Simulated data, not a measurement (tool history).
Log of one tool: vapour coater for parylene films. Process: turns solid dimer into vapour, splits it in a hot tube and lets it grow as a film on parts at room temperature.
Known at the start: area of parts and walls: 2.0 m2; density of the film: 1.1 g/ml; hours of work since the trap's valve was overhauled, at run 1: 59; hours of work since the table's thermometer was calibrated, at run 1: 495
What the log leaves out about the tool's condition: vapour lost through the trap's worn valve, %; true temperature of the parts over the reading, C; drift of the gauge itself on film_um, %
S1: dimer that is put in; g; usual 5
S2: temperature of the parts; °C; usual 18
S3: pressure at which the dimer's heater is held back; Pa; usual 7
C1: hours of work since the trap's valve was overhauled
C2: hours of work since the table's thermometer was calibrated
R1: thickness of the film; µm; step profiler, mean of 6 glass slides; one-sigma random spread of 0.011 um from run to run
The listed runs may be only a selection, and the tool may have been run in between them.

run   hour  S1  S2    S3   C1   C2    R1
  1      0   5  18     7   59  495  1.33
  2   10.1   5  18     7   67  503  1.34
  3   25.7   5  18     7   79  515  1.32
  4   33.4   5  18     7   85  522  1.32
  5   45.3   5  13     7   95  531  1.55
  6   52.2   3  18     7  100  537   0.8
  7   62.9   5  18  9.75  109  545  1.23
  8   72.8   5  18     7  117  553  1.33
  9     85   5  18     7  127  563  1.33
 10  100.8   5  18     7  139  576  1.35
 11  107.9   5  25     7  145  581  1.07
 12  123.5   5  18     7  157  594  1.33
 13  136.7   5  18     7  168  604  1.32
 14    149   5  18     7  178  614  1.34
 15  160.6   5  18     7  187  624  1.33
 16  172.1   3  15  2.17  196  633  1.17
 17  188.4   4  21  3.39  210  646  1.17
 18  202.5   7  21  3.63  221  657  1.98
 19  217.8   3  28  5.03  233  669  0.64
 20  228.7   3  28  5.03  242  678  0.61
 21  245.1   5  12     7  255  691  1.62
 22    259   6  27  2.35  266  702  1.59
 23  275.1   6  27  2.35  279  715  1.57
 24  286.3   3  23  2.16  288  724   0.9
 25  293.4   3  23  2.16  294  730  0.92
 26  305.9   6  25  3.09  304  740  1.57
 27  313.6   5  10  3.83  310  746  1.99
 28  323.5   5  11  5.46  318  754  1.76
 29  333.2   5  12  2.99  326  762  1.99

Alternative continuations, all from the tool just after run 29; predict every row:
  A  348.8   8  28  7.13  338  774   ?
  B  348.8   6  11  5.66  338  774   ?
  C  348.8   5  18  2.19  338  774   ?

run    R1
  A  1.54
  B   2.1
  C  1.76
With no hidden state in the tool, these same runs would have given:
run    R1
  A  1.54
  B  2.11
  C  1.77

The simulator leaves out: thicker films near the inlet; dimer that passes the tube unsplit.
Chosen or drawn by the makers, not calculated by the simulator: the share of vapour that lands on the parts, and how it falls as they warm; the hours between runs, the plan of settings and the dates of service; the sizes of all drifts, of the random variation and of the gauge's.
